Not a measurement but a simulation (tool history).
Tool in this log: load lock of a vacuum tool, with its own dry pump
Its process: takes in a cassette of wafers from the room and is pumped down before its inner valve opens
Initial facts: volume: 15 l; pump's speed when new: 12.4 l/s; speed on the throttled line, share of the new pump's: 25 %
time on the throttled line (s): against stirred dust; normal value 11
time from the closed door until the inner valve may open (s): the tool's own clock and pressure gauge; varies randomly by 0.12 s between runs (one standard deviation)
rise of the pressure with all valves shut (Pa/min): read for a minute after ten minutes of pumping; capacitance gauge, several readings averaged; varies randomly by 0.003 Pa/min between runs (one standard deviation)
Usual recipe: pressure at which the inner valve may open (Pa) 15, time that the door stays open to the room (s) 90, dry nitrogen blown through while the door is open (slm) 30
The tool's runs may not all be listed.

run      day  time on the throttled line (s)  pressure at which the inner valve may open (Pa)  time that the door stays open to the room (s)  dry nitrogen blown through while the door is open (slm)  incoming humidity of the room's air, %  time from the closed door until the inner valve may open (s)  rise of the pressure with all valves shut (Pa/min)
  1    0.000                              11                                               15                                             90                                                       30                                    45.6                                                          19.5                                               0.080
  2    9.004                               9                                               15                                             90                                                       30                                    43.5                                                          18.2                                               0.083
  3   26.117                              11                                               15                                             90                                                        6                                    42.5                                                          19.5                                               0.103
  4   39.317                              11                                               15                                             90                                                        6                                    48.1                                                          19.8                                               0.117
  5   46.875                              11                                               15                                             90                                                       30                                    44.4                                                          19.6                                               0.100
  6   63.850                               9                                               15                                             90                                                       30                                    46.0                                                          18.2                                               0.105
  7   72.704                              11                                               15                                             90                                                       30                                    45.2                                                          19.6                                               0.105
  8   85.100                              11                                               15                                             90                                                       30                                    47.7                                                          19.6                                               0.118
  9   98.042                              11                                               15                                             90                                                       30                                    45.7                                                          19.7                                               0.123
 10  107.900                              11                                               15                                             90                                                       30                                    45.5                                                          19.9                                               0.124
 11  123.525                              11                                               15                                             90                                                       30                                    44.6                                                          19.9                                               0.132
 12  138.762                               8                                               20                                             90                                                       30                                    44.5                                                          17.3                                               0.134
     155.667  -- dry pump taken out, an overhauled one fitted
 13  155.667                               8                                               20                                             90                                                       30                                    44.2                                                          16.2                                               0.147
 14  166.754                               8                                               20                                             90                                                       30                                    42.6                                                          16.1                                               0.154
 15  176.721                               8                                               20                                             90                                                       30                                    46.2                                                          16.2                                               0.165
 16  185.342                              11                                               15                                             32                                                       30                                    45.5                                                          18.9                                               0.161
 17  201.575                              11                                               13                                            236                                                       17                                    44.8                                                          19.1                                               0.189
 18  212.300                               9                                               16                                             72                                                       14                                    45.2                                                          17.4                                               0.191

Measured less the same run without the tool's hidden state. The same run-to-run variation is in both; the gauge's scatter may not be:
Hidden conditions of the tool in this case: pump's speed, % of a new pump's; leak at the door's seal, Pa l/s; drift of the gauge itself on ready_s, %; drift of the gauge itself on rise_pa_min, %.
run  time from the closed door until the inner valve may open (s)  rise of the pressure with all valves shut (Pa/min)
  1                                                          +0.7                                              +0.049
  2                                                          +0.7                                              +0.052
  3                                                          +0.7                                              +0.059
  4                                                          +0.7                                              +0.065
  5                                                          +0.7                                              +0.068
  6                                                          +0.8                                              +0.074
  7                                                          +0.7                                              +0.077
  8                                                          +0.8                                              +0.083
  9                                                          +0.8                                              +0.088
 10                                                          +0.8                                              +0.093
 11                                                          +0.9                                              +0.100
 12                                                          +0.9                                              +0.107
 13                                                          -0.1                                              +0.116
 14                                                          +0.0                                              +0.122
 15                                                          -0.1                                              +0.129
 16                                                          +0.0                                              +0.133
 17                                                          +0.0                                              +0.142
 18                                                          +0.0                                              +0.153
